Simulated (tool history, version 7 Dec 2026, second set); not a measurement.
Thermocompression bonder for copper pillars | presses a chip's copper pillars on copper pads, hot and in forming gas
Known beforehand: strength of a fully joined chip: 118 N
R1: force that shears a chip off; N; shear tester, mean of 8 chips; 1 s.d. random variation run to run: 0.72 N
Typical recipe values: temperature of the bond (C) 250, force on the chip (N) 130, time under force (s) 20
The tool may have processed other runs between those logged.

Run 1, day 0: usual settings. Result: R1 59.7 N.
Run 2, day 0.375: usual settings. Result: R1 61.5 N.
Run 3, day 0.762: usual settings. Result: R1 62.3 N.
Run 4, day 1.238: usual settings. Result: R1 61.7 N.
Run 5, day 1.817: usual settings. Result: R1 62 N.
Run 6, day 2.1: usual settings. Result: R1 62.7 N.
Run 7, day 2.525: usual settings. Result: R1 62.9 N.
Run 8, day 3.025: usual settings but time under force (s) 15. Result: R1 57.8 N.
Run 9, day 3.504: usual settings but force on the chip (N) 126. Result: R1 62.2 N.
Run 10, day 4.121: usual settings but force on the chip (N) 126. Result: R1 63.1 N.
Run 11, day 4.471: usual settings but force on the chip (N) 126. Result: R1 60.5 N.
Run 12, day 4.979: usual settings but time under force (s) 43. Result: R1 80 N.
Run 13, day 5.421: usual settings but time under force (s) 43. Result: R1 80.1 N.
Run 14, day 5.992: usual settings but force on the chip (N) 155. Result: R1 69.4 N.
Run 15, day 6.3: usual settings but temperature of the bond (C) 266, force on the chip (N) 155. Result: R1 81.5 N.
At day 6.425: heater calibrated with a thermocouple chip.
Run 16, day 6.704: usual settings but temperature of the bond (C) 266, force on the chip (N) 155. Result: R1 82.2 N.
Run 17, day 7.229: usual settings but force on the chip (N) 112. Result: R1 57.6 N.
Run 18, day 7.621: usual settings but temperature of the bond (C) 233, force on the chip (N) 152. Result: R1 57.3 N.
Run 19, day 8.075: usual settings but time under force (s) 32. Result: R1 74.2 N.
At day 8.329: heater calibrated with a thermocouple chip, once more.
Run 20, day 8.425: usual settings but temperature of the bond (C) 272, force on the chip (N) 85, time under force (s) 54. Result: R1 71.7 N.
Run 21, day 8.808: usual settings but temperature of the bond (C) 260, force on the chip (N) 91. Result: R1 46.3 N.
Run 22, day 9.138: usual settings but force on the chip (N) 147, time under force (s) 58. Result: R1 75.7 N.
Run 23, day 9.754: usual settings but temperature of the bond (C) 272, force on the chip (N) 144, time under force (s) 17. Result: R1 67.8 N.
Run 24, day 10.271: usual settings but temperature of the bond (C) 241, force on the chip (N) 109. Result: R1 39.2 N.

Alternative continuations, all from the tool just after run 24; predict every row:
Run A, day 10.842: usual settings but force on the chip (N) 105, time under force (s) 17. Result: R1 ?.
Run B, day 10.842: usual settings but time under force (s) 22. Result: R1 ?.
Run C, day 10.842: usual settings but force on the chip (N) 191, time under force (s) 22. Result: R1 ?.
Run D, day 10.842: usual settings but temperature of the bond (C) 235, force on the chip (N) 109. Result: R1 ?.

run    R1
  A  41.6
  B  52.7
  C  65.8
  D  35.7
With no hidden state in the tool, these same runs would have given:
run    R1
  A  42.5
  B    54
  C  67.6
  D  36.4

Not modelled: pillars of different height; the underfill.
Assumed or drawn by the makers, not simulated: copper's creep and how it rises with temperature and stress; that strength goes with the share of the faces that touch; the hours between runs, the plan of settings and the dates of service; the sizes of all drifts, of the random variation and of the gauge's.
